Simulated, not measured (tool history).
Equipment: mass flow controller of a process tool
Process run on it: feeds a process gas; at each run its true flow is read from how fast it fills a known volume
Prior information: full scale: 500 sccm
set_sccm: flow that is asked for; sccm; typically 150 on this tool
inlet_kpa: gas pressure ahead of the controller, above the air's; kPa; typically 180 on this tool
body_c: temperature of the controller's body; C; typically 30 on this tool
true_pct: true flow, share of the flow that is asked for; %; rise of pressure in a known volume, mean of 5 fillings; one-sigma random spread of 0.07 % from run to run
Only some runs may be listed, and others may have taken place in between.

run,hour,set_sccm,inlet_kpa,body_c,true_pct
1,0,150,180,30,97.78
2,38.8,150,180,30,97.91
3,108.1,150,180,30,97.94
4,146.6,150,180,30,97.8
5,192,150,180,30,97.92
6,251.5,150,180,26,98.15
7,290.2,150,180,29,97.87
8,353.1,150,180,29,97.87
9,407.3,150,180,29,97.89
10,464.7,150,180,29,97.84
11,498.2,150,180,30,97.92
12,556.5,150,180,30,97.84
13,597.3,150,180,30,97.87
14,672.5,150,180,37,97.51
15,719.9,150,180,37,97.53
16,788.9,150,180,37,97.43
17,831.9,150,180,37,97.49
18,870.6,150,180,37,97.31
19,920.1,150,180,37,97.38
20,996.2,150,180,26,97.94
21,1061.1,150,180,26,97.99
22,1110.6,150,180,26,98.11
23,1156.8,398,180,30,99.18
24,1199.4,398,180,30,99.24
25,1233.5,150,232,30,97.58
26,1307.5,52,143,22,97.75
27,1344.6,99,236,24,97.78
28,1389.7,71,191,36,97.01
29,1466.5,149,173,39,97.34
30,1533.7,87,141,25,97.73
31,1570,158,208,30,97.78
32,1614.4,150,262,22,97.9
33,1679.1,150,262,22,97.95
34,1755.8,73,180,30,97.36
35,1795.1,249,180,30,98.5
36,1860.7,249,180,30,98.48
37,1929.8,249,180,30,98.42
38,1973.4,82,214,22,97.93
39,2049.3,170,152,29,98.17
40,2119.5,170,241,35,97.47
41,2170.3,170,241,35,97.38
42,2246.1,89,241,35,96.94
43,2309,89,215,35,97.16
44,2355.3,325,174,35,98.65
45,2430.7,52,180,30,97.24
46,2480.9,365,180,26,99.18
47,2533.3,365,180,26,99.14
48,2594.9,385,201,36,98.65
49,2640.3,247,180,33,98.23

Put back what was entered between runs (1 entry, withheld): which listed runs does each sit between, and how does the hidden state differ from the listed run before to the listed run after?
In the gap between runs 1 and 2: controller exchanged for a calibrated one (hour 9.7)
  flow at rest that the sensor doesn't see, % of full scale: -0.002 -> 0; true flow over the shown one, %: -0.01 -> 0
